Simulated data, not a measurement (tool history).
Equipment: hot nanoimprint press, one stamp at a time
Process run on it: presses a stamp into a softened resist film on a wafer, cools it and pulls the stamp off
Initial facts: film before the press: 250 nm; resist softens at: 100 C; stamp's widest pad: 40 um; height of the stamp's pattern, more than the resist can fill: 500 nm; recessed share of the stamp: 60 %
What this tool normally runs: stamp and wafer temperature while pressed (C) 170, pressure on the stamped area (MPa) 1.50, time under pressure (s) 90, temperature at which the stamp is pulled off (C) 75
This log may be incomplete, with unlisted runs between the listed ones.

run	hour	stamp and wafer temperature while pressed (C)	pressure on the stamped area (MPa)	time under pressure (s)	temperature at which the stamp is pulled off (C)	resist left under the stamp's widest pad (nm)	greatest force while the stamp is pulled off (N)
1	0.0	170	1.50	90	75	134.6	131
2	38.1	170	1.50	90	75	134.5	132
3	70.7	170	1.50	100	75	129.9	138
4	93.4	170	1.50	100	75	130.2	138
5	125.3	170	1.50	100	63	129.5	190
6	152.2	170	1.50	100	63	130.0	201
7	181.9	170	1.50	100	63	129.9	201
8	200.7	170	1.50	100	63	128.9	201
9	237.6	170	1.50	100	63	129.0	200
10	277.5	170	1.50	100	63	129.3	208
11	307.4	170	1.50	100	63	128.8	223
12	326.7	170	1.50	100	63	128.3	211
13	352.7	170	1.60	90	75	129.3	168
14	384.4	170	1.55	90	75	131.2	166
15	402.2	170	1.50	90	75	132.6	168
16	427.8	170	1.50	90	75	132.9	171
17	446.7	170	1.50	105	75	126.7	175
18	476.3	170	1.50	105	75	126.2	172
19	508.6	170	1.50	105	75	126.4	186
# hour 521.9: plate thermocouple calibrated
20	548.1	170	0.93	105	75	160.5	187
21	582.5	170	2.09	90	75	118.1	193
22	605.5	170	1.50	78	75	143.8	196
23	630.9	175	1.22	81	80	131.9	171
24	661.5	170	1.50	90	69	137.6	234
25	693.0	170	1.50	90	69	137.1	241
26	711.2	170	1.50	90	69	138.0	239
27	732.1	170	1.50	90	69	136.7	254
28	763.3	170	1.14	124	75	140.2	217
29	792.1	170	1.14	124	75	140.0	214
30	811.6	161	1.50	90	71	181.7	242

What will run 31 give?
31	836.4	170	1.50	90	81	?	?

{"run 31": {"resist left under the stamp's widest pad (nm)": 137.0, "greatest force while the stamp is pulled off (N)": 182}}
Were there no unlogged condition in the tool, this run, its random variation unchanged, would have produced resist left under the stamp's widest pad (nm) 136.7, greatest force while the stamp is pulled off (N) 108.

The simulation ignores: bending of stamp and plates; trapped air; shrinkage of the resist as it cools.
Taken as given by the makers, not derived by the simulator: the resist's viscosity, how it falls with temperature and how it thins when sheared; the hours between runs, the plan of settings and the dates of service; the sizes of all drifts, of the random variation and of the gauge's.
